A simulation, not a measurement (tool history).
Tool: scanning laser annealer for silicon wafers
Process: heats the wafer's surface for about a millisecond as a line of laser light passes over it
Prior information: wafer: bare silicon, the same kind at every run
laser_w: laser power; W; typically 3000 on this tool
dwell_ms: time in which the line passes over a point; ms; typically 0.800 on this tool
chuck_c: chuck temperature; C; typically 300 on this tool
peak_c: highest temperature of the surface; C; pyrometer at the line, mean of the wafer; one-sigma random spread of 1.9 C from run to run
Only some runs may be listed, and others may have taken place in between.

Run 1, hour 0.0: usual settings. Result: peak_c 1126 C.
Run 2, hour 14.1: usual settings. Result: peak_c 1129 C.
Run 3, hour 42.4: usual settings. Result: peak_c 1127 C.
Run 4, hour 66.7: usual settings. Result: peak_c 1130 C.
Run 5, hour 94.1: usual settings. Result: peak_c 1128 C.
Run 6, hour 122.6: usual settings but laser_w 3061 W. Result: peak_c 1142 C.
Run 7, hour 142.3: usual settings but laser_w 3061 W. Result: peak_c 1142 C.
Run 8, hour 168.5: usual settings. Result: peak_c 1126 C.
Run 9, hour 191.0: usual settings. Result: peak_c 1124 C.
Run 10, hour 213.4: usual settings but dwell_ms 0.671 ms, chuck_c 304 C. Result: peak_c 1052 C.
Run 11, hour 230.3: usual settings but dwell_ms 0.715 ms. Result: peak_c 1073 C.
Run 12, hour 248.4: usual settings but laser_w 3088 W, dwell_ms 0.950 ms, chuck_c 303 C. Result: peak_c 1239 C.
Run 13, hour 274.6: usual settings but laser_w 2975 W, chuck_c 318 C. Result: peak_c 1133 C.
Run 14, hour 293.0: usual settings but dwell_ms 0.592 ms. Result: peak_c 991 C.
Run 15, hour 320.1: usual settings but dwell_ms 0.599 ms. Result: peak_c 995 C.

Branching from run 15: 4 alternative next runs. What would each branch give?
Run A, hour 342.5: usual settings but dwell_ms 0.608 ms. Result: peak_c ?.
Run B, hour 342.5: usual settings but laser_w 3216 W, dwell_ms 0.990 ms, chuck_c 290 C. Result: peak_c ?.
Run C, hour 342.5: usual settings but dwell_ms 0.867 ms, chuck_c 324 C. Result: peak_c ?.
Run D, hour 342.5: usual settings but laser_w 2996 W. Result: peak_c ?.

run  peak_c
  A    1000
  B    1285
  C    1187
  D    1123
Without the tool's unlogged condition, the same runs would have read:
run  peak_c
  A    1010
  B    1299
  C    1199
  D    1134
